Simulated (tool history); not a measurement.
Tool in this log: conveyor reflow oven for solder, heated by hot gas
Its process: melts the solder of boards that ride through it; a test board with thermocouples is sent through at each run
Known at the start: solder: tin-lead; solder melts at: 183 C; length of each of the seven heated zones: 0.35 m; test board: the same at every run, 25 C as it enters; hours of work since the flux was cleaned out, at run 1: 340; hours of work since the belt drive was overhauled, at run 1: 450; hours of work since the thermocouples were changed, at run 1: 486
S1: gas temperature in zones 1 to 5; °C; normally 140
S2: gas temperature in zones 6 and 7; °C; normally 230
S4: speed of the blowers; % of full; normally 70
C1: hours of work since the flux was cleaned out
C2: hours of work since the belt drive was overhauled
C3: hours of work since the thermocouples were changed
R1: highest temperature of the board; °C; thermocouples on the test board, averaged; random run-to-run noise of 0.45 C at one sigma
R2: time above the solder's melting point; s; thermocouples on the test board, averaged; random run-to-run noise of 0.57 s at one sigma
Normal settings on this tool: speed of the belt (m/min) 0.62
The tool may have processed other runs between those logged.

run 1 day=0 | S1=140 S2=230 speed_of_the_belt_(m/min)=0.62 S4=70 | C1=340 C2=450 C3=486 | R1=205.6 R2=39.7
run 2 day=0.346 | S1=140 S2=230 speed_of_the_belt_(m/min)=0.583 S4=70 | C1=346 C2=455 C3=492 | R1=207.1 R2=45.4
run 3 day=0.738 | S1=142 S2=230 speed_of_the_belt_(m/min)=0.62 S4=70 | C1=352 C2=462 C3=498 | R1=205.8 R2=41.4
run 4 day=1.25 | S1=151 S2=230 speed_of_the_belt_(m/min)=0.62 S4=70 | C1=360 C2=470 C3=507 | R1=208.1 R2=46.8
-- day=1.867 flux residue cleaned out of gas plates and filters
run 5 day=1.912 | S1=151 S2=230 speed_of_the_belt_(m/min)=0.62 S4=70 | C1=1 C2=478 C3=514 | R1=211.9 R2=51.1
run 6 day=2.512 | S1=140 S2=230 speed_of_the_belt_(m/min)=0.62 S4=73 | C1=11 C2=487 C3=524 | R1=210.4 R2=45.5
run 7 day=2.871 | S1=140 S2=230 speed_of_the_belt_(m/min)=0.62 S4=70 | C1=16 C2=493 C3=530 | R1=209.2 R2=44.4
run 8 day=3.625 | S1=140 S2=230 speed_of_the_belt_(m/min)=0.62 S4=64 | C1=29 C2=506 C3=542 | R1=206 R2=41.1
run 9 day=3.996 | S1=152 S2=230 speed_of_the_belt_(m/min)=0.62 S4=70 | C1=35 C2=512 C3=548 | R1=211.3 R2=51.4
run 10 day=4.383 | S1=150 S2=230 speed_of_the_belt_(m/min)=0.62 S4=70 | C1=41 C2=518 C3=555 | R1=210.2 R2=49.8
run 11 day=4.804 | S1=150 S2=230 speed_of_the_belt_(m/min)=0.62 S4=70 | C1=48 C2=525 C3=561 | R1=211.4 R2=49
run 12 day=5.446 | S1=140 S2=230 speed_of_the_belt_(m/min)=0.62 S4=70 | C1=59 C2=535 C3=572 | R1=209.1 R2=43.7
run 13 day=6.154 | S1=140 S2=230 speed_of_the_belt_(m/min)=0.62 S4=69 | C1=70 C2=547 C3=584 | R1=208.1 R2=43.6
run 14 day=6.562 | S1=140 S2=230 speed_of_the_belt_(m/min)=0.62 S4=69 | C1=77 C2=554 C3=590 | R1=208.2 R2=43.9
run 15 day=7.175 | S1=135 S2=230 speed_of_the_belt_(m/min)=0.62 S4=70 | C1=87 C2=564 C3=600 | R1=207.5 R2=42
run 16 day=7.962 | S1=135 S2=230 speed_of_the_belt_(m/min)=0.62 S4=70 | C1=100 C2=577 C3=613 | R1=207.2 R2=40.4
run 17 day=8.667 | S1=140 S2=225 speed_of_the_belt_(m/min)=0.653 S4=66 | C1=111 C2=588 C3=625 | R1=200.4 R2=31.7
run 18 day=9.379 | S1=140 S2=225 speed_of_the_belt_(m/min)=0.653 S4=66 | C1=123 C2=600 C3=636 | R1=199.9 R2=33.4
run 19 day=10.192 | S1=150 S2=225 speed_of_the_belt_(m/min)=0.653 S4=80 | C1=136 C2=613 C3=650 | R1=207 R2=44.9
run 20 day=11.012 | S1=136 S2=244 speed_of_the_belt_(m/min)=0.62 S4=70 | C1=150 C2=627 C3=663 | R1=218.8 R2=50.7
run 21 day=11.525 | S1=136 S2=244 speed_of_the_belt_(m/min)=0.623 S4=70 | C1=158 C2=635 C3=672 | R1=218.3 R2=50.1
run 22 day=12.029 | S1=140 S2=230 speed_of_the_belt_(m/min)=0.56 S4=70 | C1=166 C2=643 C3=680 | R1=210.4 R2=51.1
run 23 day=12.821 | S1=140 S2=230 speed_of_the_belt_(m/min)=0.507 S4=70 | C1=179 C2=656 C3=693 | R1=214 R2=59.5
run 24 day=13.496 | S1=135 S2=234 speed_of_the_belt_(m/min)=0.695 S4=85 | C1=190 C2=667 C3=704 | R1=209.6 R2=38.3
run 25 day=14.279 | S1=135 S2=234 speed_of_the_belt_(m/min)=0.695 S4=85 | C1=203 C2=680 C3=717 | R1=209.4 R2=38
run 26 day=14.838 | S1=135 S2=234 speed_of_the_belt_(m/min)=0.695 S4=85 | C1=212 C2=689 C3=726 | R1=209.2 R2=37.4
run 27 day=15.492 | S1=135 S2=234 speed_of_the_belt_(m/min)=0.695 S4=85 | C1=223 C2=700 C3=736 | R1=209.2 R2=38.4
run 28 day=16.167 | S1=135 S2=234 speed_of_the_belt_(m/min)=0.695 S4=78 | C1=234 C2=711 C3=748 | R1=207.2 R2=35.7
run 29 day=16.575 | S1=135 S2=234 speed_of_the_belt_(m/min)=0.695 S4=78 | C1=241 C2=718 C3=754 | R1=207.4 R2=35.6
run 30 day=17.388 | S1=134 S2=235 speed_of_the_belt_(m/min)=0.695 S4=83 | C1=254 C2=731 C3=768 | R1=209.1 R2=37
run 31 day=18.138 | S1=134 S2=222 speed_of_the_belt_(m/min)=0.695 S4=83 | C1=266 C2=743 C3=780 | R1=198.3 R2=26.5

What if the next run were any one of these 4? Each begins from the tool's condition after run 31:
run A day=18.958 | S1=141 S2=222 speed_of_the_belt_(m/min)=0.695 S4=83 | C1=280 C2=757 C3=793 | R1=? R2=?
run B day=18.958 | S1=125 S2=222 speed_of_the_belt_(m/min)=0.695 S4=83 | C1=280 C2=757 C3=793 | R1=? R2=?
run C day=18.958 | S1=140 S2=234 speed_of_the_belt_(m/min)=0.586 S4=70 | C1=280 C2=757 C3=793 | R1=? R2=?
run D day=18.958 | S1=135 S2=222 speed_of_the_belt_(m/min)=0.514 S4=84 | C1=280 C2=757 C3=793 | R1=? R2=?

run=A R1=200.1 R2=30.7
run=B R1=195.4 R2=22.2
run=C R1=211.4 R2=48.6
run=D R1=207.4 R2=53.1
Stripped of hidden state, with their random variation kept, the same runs would have yielded:
run=A R1=204.3 R2=35.7
run=B R1=200.1 R2=28.2
run=C R1=215.3 R2=51.8
run=D R1=211 R2=57
